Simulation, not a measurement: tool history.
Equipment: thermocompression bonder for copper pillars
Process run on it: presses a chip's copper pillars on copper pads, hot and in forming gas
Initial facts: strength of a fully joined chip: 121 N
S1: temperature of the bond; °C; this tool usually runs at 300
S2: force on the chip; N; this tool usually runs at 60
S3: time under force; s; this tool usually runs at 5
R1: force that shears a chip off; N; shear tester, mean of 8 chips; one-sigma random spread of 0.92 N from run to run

run	hour	S1	S2	S3	R1
1	0.0	300	60	5	76.3
2	6.3	300	60	5	76.8
3	13.5	329	60	5	91.0
4	21.5	300	88	5	91.3
5	30.4	300	88	5	91.7
6	37.6	300	88	5	92.4
7	43.2	300	60	5	78.1
8	52.3	300	60	13	97.4
9	62.2	300	60	13	96.6
10	70.2	300	60	13	98.7
11	78.7	300	60	13	97.2
12	85.0	300	60	13	97.2
13	90.1	300	60	9	89.2
14	94.6	300	60	9	88.4
15	104.4	294	60	9	86.3
16	114.9	294	60	9	86.9
17	123.7	294	60	9	86.8
18	129.1	294	60	9	84.9
19	135.8	294	60	9	86.2
20	141.3	275	60	7	70.7
21	150.7	322	38	6	75.5
22	157.5	276	57	8	72.9
23	162.5	309	52	3	65.4
24	172.6	319	72	11	107.1
25	181.5	300	60	8	88.3
26	192.4	325	64	11	109.1
27	200.7	325	64	11	108.3
28	209.2	325	64	11	105.4
29	216.5	308	85	7	102.3
30	222.2	328	90	9	111.4
31	226.6	328	90	9	113.5
32	234.3	297	60	5	77.3
33	243.8	303	60	5	78.7
34	253.0	300	71	9	93.8
35	258.1	300	71	9	94.5
36	266.4	321	54	5	84.1
37	271.6	305	50	3	61.9

Not shown here: 1 entry made in the log between runs. Locate each between two listed runs and compare the hidden state at the listed run before it with the hidden state at the listed run after it:
After run 1, before run 2: forming gas filter changed (hour 2.9)
  oxide that the forming gas leaves, % of the face: 0.64 -> 0.51
